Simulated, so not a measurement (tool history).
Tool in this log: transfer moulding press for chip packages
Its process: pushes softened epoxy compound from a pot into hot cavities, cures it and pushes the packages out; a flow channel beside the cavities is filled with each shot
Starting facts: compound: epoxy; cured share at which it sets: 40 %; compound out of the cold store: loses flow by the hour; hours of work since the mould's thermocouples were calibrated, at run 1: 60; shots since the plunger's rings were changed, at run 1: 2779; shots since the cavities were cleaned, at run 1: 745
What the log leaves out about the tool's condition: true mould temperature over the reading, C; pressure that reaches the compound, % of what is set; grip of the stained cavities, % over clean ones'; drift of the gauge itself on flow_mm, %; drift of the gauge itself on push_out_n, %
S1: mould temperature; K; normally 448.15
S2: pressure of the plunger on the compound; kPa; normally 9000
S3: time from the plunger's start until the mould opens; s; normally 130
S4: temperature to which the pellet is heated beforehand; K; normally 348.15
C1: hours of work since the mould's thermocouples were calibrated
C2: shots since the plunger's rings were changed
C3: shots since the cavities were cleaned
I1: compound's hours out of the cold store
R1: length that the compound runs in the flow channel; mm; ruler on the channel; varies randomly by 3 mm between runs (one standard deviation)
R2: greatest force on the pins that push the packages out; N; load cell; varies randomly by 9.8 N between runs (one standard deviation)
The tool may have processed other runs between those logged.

{"run": 1, "day": 0.0, "S1": 448.15, "S2": 9000, "S3": 130, "S4": 348.15, "C1": 60, "C2": 2779, "C3": 745, "I1": 9.0, "R1": 717, "R2": 702}
{"run": 2, "day": 0.312, "S1": 448.15, "S2": 9000, "S3": 134, "S4": 348.15, "C1": 65, "C2": 2855, "C3": 821, "I1": 44.4, "R1": 599, "R2": 622}
{"run": 3, "day": 0.733, "S1": 448.15, "S2": 9000, "S3": 134, "S4": 348.15, "C1": 73, "C2": 2957, "C3": 923, "I1": 26.1, "R1": 656, "R2": 675}
{"run": 4, "day": 0.929, "S1": 448.15, "S2": 9000, "S3": 134, "S4": 348.15, "C1": 76, "C2": 3005, "C3": 971, "I1": 25.8, "R1": 654, "R2": 652}
{"run": 5, "day": 1.112, "S1": 448.15, "S2": 9000, "S3": 134, "S4": 348.15, "C1": 79, "C2": 3049, "C3": 1015, "I1": 30.5, "R1": 638, "R2": 689}
{"run": 6, "day": 1.388, "S1": 448.15, "S2": 8220, "S3": 130, "S4": 348.15, "C1": 84, "C2": 3116, "C3": 1082, "I1": 43.6, "R1": 569, "R2": 697}
{"run": 7, "day": 1.592, "S1": 448.15, "S2": 8220, "S3": 130, "S4": 348.15, "C1": 88, "C2": 3165, "C3": 1131, "I1": 13.8, "R1": 664, "R2": 716}
{"day": 1.9, "done": "cavities cleaned with cleaning compound and waxed"}
{"run": 8, "day": 2.021, "S1": 448.15, "S2": 9000, "S3": 130, "S4": 348.15, "C1": 94, "C2": 3254, "C3": 30, "I1": 42.0, "R1": 598, "R2": 443}
{"run": 9, "day": 2.35, "S1": 448.15, "S2": 9000, "S3": 130, "S4": 348.15, "C1": 99, "C2": 3334, "C3": 110, "I1": 41.9, "R1": 600, "R2": 480}
{"run": 10, "day": 2.629, "S1": 448.15, "S2": 9000, "S3": 130, "S4": 348.15, "C1": 104, "C2": 3401, "C3": 177, "I1": 30.0, "R1": 637, "R2": 511}
{"day": 2.904, "done": "plunger's sealing rings changed"}
{"run": 11, "day": 2.946, "S1": 448.15, "S2": 9000, "S3": 130, "S4": 348.15, "C1": 108, "C2": 9, "C3": 229, "I1": 16.2, "R1": 729, "R2": 556}
{"run": 12, "day": 3.192, "S1": 448.15, "S2": 9000, "S3": 130, "S4": 348.15, "C1": 112, "C2": 69, "C3": 289, "I1": 13.5, "R1": 745, "R2": 558}
{"run": 13, "day": 3.488, "S1": 442.15, "S2": 9000, "S3": 130, "S4": 348.15, "C1": 117, "C2": 140, "C3": 360, "I1": 14.9, "R1": 753, "R2": 834}
{"run": 14, "day": 3.7, "S1": 448.15, "S2": 9000, "S3": 130, "S4": 341.15, "C1": 121, "C2": 192, "C3": 412, "I1": 9.7, "R1": 751, "R2": 607}
{"run": 15, "day": 3.892, "S1": 448.15, "S2": 9000, "S3": 130, "S4": 341.15, "C1": 124, "C2": 238, "C3": 458, "I1": 32.0, "R1": 676, "R2": 597}
{"run": 16, "day": 4.296, "S1": 448.15, "S2": 9000, "S3": 130, "S4": 341.15, "C1": 131, "C2": 336, "C3": 556, "I1": 21.0, "R1": 712, "R2": 645}
{"run": 17, "day": 4.583, "S1": 448.15, "S2": 9000, "S3": 130, "S4": 349.15, "C1": 136, "C2": 406, "C3": 626, "I1": 42.5, "R1": 636, "R2": 618}
{"run": 18, "day": 4.792, "S1": 445.15, "S2": 8050, "S3": 130, "S4": 348.15, "C1": 140, "C2": 457, "C3": 677, "I1": 11.8, "R1": 714, "R2": 767}
{"run": 19, "day": 5.0, "S1": 445.15, "S2": 8050, "S3": 130, "S4": 348.15, "C1": 143, "C2": 507, "C3": 727, "I1": 27.0, "R1": 656, "R2": 763}
{"run": 20, "day": 5.192, "S1": 450.15, "S2": 7990, "S3": 130, "S4": 350.15, "C1": 147, "C2": 554, "C3": 774, "I1": 29.9, "R1": 629, "R2": 602}
{"run": 21, "day": 5.6, "S1": 441.15, "S2": 7080, "S3": 127, "S4": 350.15, "C1": 154, "C2": 652, "C3": 872, "I1": 24.3, "R1": 633, "R2": 1055}
{"run": 22, "day": 6.025, "S1": 441.15, "S2": 7080, "S3": 127, "S4": 350.15, "C1": 161, "C2": 756, "C3": 976, "I1": 33.1, "R1": 599, "R2": 1074}
{"run": 23, "day": 6.321, "S1": 452.15, "S2": 7880, "S3": 132, "S4": 339.15, "C1": 166, "C2": 828, "C3": 1048, "I1": 35.9, "R1": 598, "R2": 599}
{"run": 24, "day": 6.538, "S1": 447.15, "S2": 8430, "S3": 132, "S4": 339.15, "C1": 170, "C2": 881, "C3": 1101, "I1": 24.5, "R1": 673, "R2": 724}
{"run": 25, "day": 6.75, "S1": 448.15, "S2": 9000, "S3": 135, "S4": 350.15, "C1": 174, "C2": 932, "C3": 1152, "I1": 40.7, "R1": 631, "R2": 670}
{"day": 6.975, "done": "cavities cleaned with cleaning compound and waxed"}
{"run": 26, "day": 7.017, "S1": 444.15, "S2": 7200, "S3": 135, "S4": 342.15, "C1": 177, "C2": 981, "C3": 9, "I1": 25.2, "R1": 625, "R2": 513}
{"run": 27, "day": 7.262, "S1": 452.15, "S2": 7200, "S3": 135, "S4": 351.15, "C1": 181, "C2": 1041, "C3": 69, "I1": 30.4, "R1": 588, "R2": 419}
{"run": 28, "day": 7.492, "S1": 452.15, "S2": 7200, "S3": 135, "S4": 351.15, "C1": 185, "C2": 1096, "C3": 124, "I1": 26.4, "R1": 603, "R2": 446}
{"run": 29, "day": 7.8, "S1": 448.15, "S2": 9000, "S3": 161, "S4": 348.15, "C1": 191, "C2": 1171, "C3": 199, "I1": 40.3, "R1": 628, "R2": 466}

3 options for the next run, each taken on its own from the tool as it stands now. Forecast them:
{"run": "A", "day": 8.171, "S1": 447.15, "S2": 9000, "S3": 130, "S4": 339.15, "C1": 197, "C2": 1261, "C3": 289, "I1": 46.6, "R1": "?", "R2": "?"}
{"run": "B", "day": 8.171, "S1": 448.15, "S2": 7240, "S3": 161, "S4": 348.15, "C1": 197, "C2": 1261, "C3": 289, "I1": 31.0, "R1": "?", "R2": "?"}
{"run": "C", "day": 8.171, "S1": 448.15, "S2": 9000, "S3": 139, "S4": 358.15, "C1": 197, "C2": 1261, "C3": 289, "I1": 29.6, "R1": "?", "R2": "?"}

run=A R1=612 R2=568
run=B R1=594 R2=476
run=C R1=665 R2=516
Without the tool's hidden state the same runs would have given:
run=A R1=630 R2=449
run=B R1=612 R2=374
run=C R1=685 R2=408
